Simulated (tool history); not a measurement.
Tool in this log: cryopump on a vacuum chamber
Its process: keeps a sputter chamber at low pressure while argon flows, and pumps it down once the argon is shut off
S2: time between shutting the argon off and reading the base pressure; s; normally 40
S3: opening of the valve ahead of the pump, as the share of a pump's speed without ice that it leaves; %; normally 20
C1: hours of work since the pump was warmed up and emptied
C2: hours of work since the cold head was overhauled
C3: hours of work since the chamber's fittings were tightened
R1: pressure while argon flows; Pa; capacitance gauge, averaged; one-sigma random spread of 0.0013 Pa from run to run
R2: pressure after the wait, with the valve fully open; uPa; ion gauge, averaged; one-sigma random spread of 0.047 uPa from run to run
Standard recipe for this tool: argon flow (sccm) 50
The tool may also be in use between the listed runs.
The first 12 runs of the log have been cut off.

run 13 hour=678.9 | argon_flow_(sccm)=33 S2=40 S3=20 | C1=48 C2=1965 C3=469 | R1=0.2037 R2=3.12
run 14 hour=737.8 | argon_flow_(sccm)=33 S2=40 S3=20 | C1=94 C2=2011 C3=515 | R1=0.2060 R2=3.11
run 15 hour=799.6 | argon_flow_(sccm)=33 S2=40 S3=20 | C1=142 C2=2059 C3=563 | R1=0.2069 R2=3.13
run 16 hour=864.3 | argon_flow_(sccm)=33 S2=40 S3=20 | C1=193 C2=2110 C3=614 | R1=0.2076 R2=3.25
run 17 hour=896.6 | argon_flow_(sccm)=33 S2=40 S3=20 | C1=218 C2=2135 C3=639 | R1=0.2076 R2=3.09
run 18 hour=960.6 | argon_flow_(sccm)=23 S2=169 S3=20 | C1=268 C2=2185 C3=689 | R1=0.1458 R2=1.22
run 19 hour=1029.6 | argon_flow_(sccm)=83 S2=169 S3=34 | C1=322 C2=2239 C3=743 | R1=0.3142 R2=1.31
run 20 hour=1097.3 | argon_flow_(sccm)=22 S2=156 S3=20 | C1=374 C2=2292 C3=795 | R1=0.1402 R2=1.36
run 21 hour=1141.6 | argon_flow_(sccm)=22 S2=156 S3=20 | C1=409 C2=2326 C3=830 | R1=0.1413 R2=1.43
run 22 hour=1178.3 | argon_flow_(sccm)=43 S2=181 S3=41 | C1=438 C2=2355 C3=859 | R1=0.1417 R2=1.36
run 23 hour=1226.3 | argon_flow_(sccm)=54 S2=40 S3=56 | C1=475 C2=2393 C3=896 | R1=0.1339 R2=3.36
run 24 hour=1281.8 | argon_flow_(sccm)=54 S2=40 S3=56 | C1=518 C2=2436 C3=939 | R1=0.1351 R2=3.48
run 25 hour=1318.9 | argon_flow_(sccm)=28 S2=234 S3=37 | C1=547 C2=2465 C3=968 | R1=0.1021 R2=1.33
run 26 hour=1377.1 | argon_flow_(sccm)=28 S2=234 S3=37 | C1=593 C2=2510 C3=1014 | R1=0.1033 R2=1.36
run 27 hour=1440.3 | argon_flow_(sccm)=50 S2=145 S3=20 | C1=642 C2=2560 C3=1063 | R1=0.3297 R2=1.73
run 28 hour=1515.6 | argon_flow_(sccm)=50 S2=145 S3=20 | C1=701 C2=2618 C3=1122 | R1=0.3311 R2=1.74
run 29 hour=1555.9 | argon_flow_(sccm)=50 S2=145 S3=20 | C1=732 C2=2650 C3=1153 | R1=0.3296 R2=1.79
run 30 hour=1630.5 | argon_flow_(sccm)=34 S2=215 S3=20 | C1=791 C2=2708 C3=1212 | R1=0.2263 R2=1.60
run 31 hour=1684.9 | argon_flow_(sccm)=47 S2=40 S3=17 | C1=833 C2=2751 C3=1254 | R1=0.3668 R2=3.82
run 32 hour=1748.2 | argon_flow_(sccm)=55 S2=122 S3=58 | C1=882 C2=2800 C3=1303 | R1=0.1491 R2=2.06
run 33 hour=1816.3 | argon_flow_(sccm)=55 S2=122 S3=58 | C1=936 C2=2853 C3=1357 | R1=0.1536 R2=2.15

Alternative continuations, all from the tool just after run 33; predict every row:
-- hour=1833.9 pump warmed up, emptied and cooled again
run A hour=1873.7 | argon_flow_(sccm)=55 S2=219 S3=31 | C1=31 C2=2894 C3=1398 | R1=? R2=?
-- hour=1833.9 pump warmed up, emptied and cooled again
run B hour=1873.7 | argon_flow_(sccm)=79 S2=122 S3=24 | C1=31 C2=2894 C3=1398 | R1=? R2=?
-- hour=1833.9 pump warmed up, emptied and cooled again
run C hour=1873.7 | argon_flow_(sccm)=33 S2=40 S3=20 | C1=31 C2=2894 C3=1398 | R1=? R2=?
-- hour=1833.9 pump warmed up, emptied and cooled again
run D hour=1873.7 | argon_flow_(sccm)=39 S2=40 S3=20 | C1=31 C2=2894 C3=1398 | R1=? R2=?

run=A R1=0.2214 R2=1.44
run=B R1=0.4086 R2=1.76
run=C R1=0.2037 R2=3.54
run=D R1=0.2431 R2=3.47
Without the tool's unlogged condition, the same runs would have read:
run=A R1=0.2182 R2=0.73
run=B R1=0.4041 R2=1.07
run=C R1=0.2018 R2=2.86
run=D R1=0.2409 R2=2.79
